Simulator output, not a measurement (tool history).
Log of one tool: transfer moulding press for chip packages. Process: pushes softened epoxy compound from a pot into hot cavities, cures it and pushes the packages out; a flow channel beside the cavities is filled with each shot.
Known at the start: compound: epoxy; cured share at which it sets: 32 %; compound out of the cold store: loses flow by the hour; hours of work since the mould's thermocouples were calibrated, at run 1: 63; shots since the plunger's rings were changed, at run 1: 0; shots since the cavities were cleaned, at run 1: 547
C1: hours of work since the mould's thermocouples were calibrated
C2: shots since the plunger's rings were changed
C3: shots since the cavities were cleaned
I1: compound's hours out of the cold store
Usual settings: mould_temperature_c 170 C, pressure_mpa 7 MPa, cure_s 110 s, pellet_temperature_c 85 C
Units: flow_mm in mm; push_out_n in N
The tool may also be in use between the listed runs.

{"run": 1, "hour": 0.0, "mould_temperature_c": 170, "pressure_mpa": 7, "cure_s": 110, "pellet_temperature_c": 85, "C1": 63, "C2": 0, "C3": 547, "I1": 39.1, "flow_mm": 668, "push_out_n": 704}
{"run": 2, "hour": 10.1, "mould_temperature_c": 170, "pressure_mpa": 7, "cure_s": 110, "pellet_temperature_c": 85, "C1": 67, "C2": 68, "C3": 615, "I1": 11.3, "flow_mm": 752, "push_out_n": 740}
{"run": 3, "hour": 19.5, "mould_temperature_c": 170, "pressure_mpa": 7, "cure_s": 110, "pellet_temperature_c": 85, "C1": 71, "C2": 131, "C3": 678, "I1": 12.2, "flow_mm": 746, "push_out_n": 751}
{"run": 4, "hour": 27.1, "mould_temperature_c": 170, "pressure_mpa": 7, "cure_s": 92, "pellet_temperature_c": 85, "C1": 74, "C2": 182, "C3": 729, "I1": 24.2, "flow_mm": 708, "push_out_n": 1108}
{"run": 5, "hour": 33.6, "mould_temperature_c": 170, "pressure_mpa": 7.18, "cure_s": 110, "pellet_temperature_c": 85, "C1": 77, "C2": 225, "C3": 772, "I1": 23.9, "flow_mm": 713, "push_out_n": 776}
{"run": 6, "hour": 44.4, "mould_temperature_c": 170, "pressure_mpa": 7.18, "cure_s": 110, "pellet_temperature_c": 85, "C1": 81, "C2": 298, "C3": 845, "I1": 30.6, "flow_mm": 700, "push_out_n": 759}
{"run": 7, "hour": 50.7, "mould_temperature_c": 170, "pressure_mpa": 7.18, "cure_s": 110, "pellet_temperature_c": 94, "C1": 84, "C2": 340, "C3": 887, "I1": 48, "flow_mm": 651, "push_out_n": 773}
{"run": 8, "hour": 59.7, "mould_temperature_c": 170, "pressure_mpa": 7.18, "cure_s": 110, "pellet_temperature_c": 94, "C1": 88, "C2": 400, "C3": 947, "I1": 25.3, "flow_mm": 710, "push_out_n": 784}
{"run": 9, "hour": 69.8, "mould_temperature_c": 170, "pressure_mpa": 7, "cure_s": 110, "pellet_temperature_c": 93, "C1": 92, "C2": 467, "C3": 1014, "I1": 8.4, "flow_mm": 748, "push_out_n": 827}
{"run": 10, "hour": 74.7, "mould_temperature_c": 178, "pressure_mpa": 7, "cure_s": 110, "pellet_temperature_c": 85, "C1": 94, "C2": 500, "C3": 1047, "I1": 27.7, "flow_mm": 670, "push_out_n": 684}
{"run": 11, "hour": 85.7, "mould_temperature_c": 178, "pressure_mpa": 7, "cure_s": 110, "pellet_temperature_c": 85, "C1": 98, "C2": 573, "C3": 1120, "I1": 38.5, "flow_mm": 636, "push_out_n": 660}
{"run": 12, "hour": 90.3, "mould_temperature_c": 178, "pressure_mpa": 7, "cure_s": 121, "pellet_temperature_c": 82, "C1": 100, "C2": 605, "C3": 1152, "I1": 29.3, "flow_mm": 662, "push_out_n": 660}
{"hour": 95.1, "done": "cavities cleaned with cleaning compound and waxed"}
{"run": 13, "hour": 96.5, "mould_temperature_c": 178, "pressure_mpa": 7, "cure_s": 121, "pellet_temperature_c": 82, "C1": 102, "C2": 636, "C3": 10, "I1": 12.4, "flow_mm": 714, "push_out_n": 453}
{"run": 14, "hour": 103.3, "mould_temperature_c": 175, "pressure_mpa": 7.24, "cure_s": 106, "pellet_temperature_c": 85, "C1": 105, "C2": 681, "C3": 55, "I1": 9.8, "flow_mm": 748, "push_out_n": 517}
{"run": 15, "hour": 112.6, "mould_temperature_c": 170, "pressure_mpa": 7.71, "cure_s": 106, "pellet_temperature_c": 85, "C1": 108, "C2": 744, "C3": 118, "I1": 23.3, "flow_mm": 737, "push_out_n": 617}

The next listed run, before its measurement:
{"run": 16, "hour": 122.3, "mould_temperature_c": 170, "pressure_mpa": 6.19, "cure_s": 110, "pellet_temperature_c": 85, "C1": 112, "C2": 808, "C3": 182, "I1": 33.7, "flow_mm": "?", "push_out_n": "?"}

flow_mm: 630 mm
push_out_n: 608 N
Without the tool's hidden state the same run would have given flow_mm 639 mm, push_out_n 501 N.

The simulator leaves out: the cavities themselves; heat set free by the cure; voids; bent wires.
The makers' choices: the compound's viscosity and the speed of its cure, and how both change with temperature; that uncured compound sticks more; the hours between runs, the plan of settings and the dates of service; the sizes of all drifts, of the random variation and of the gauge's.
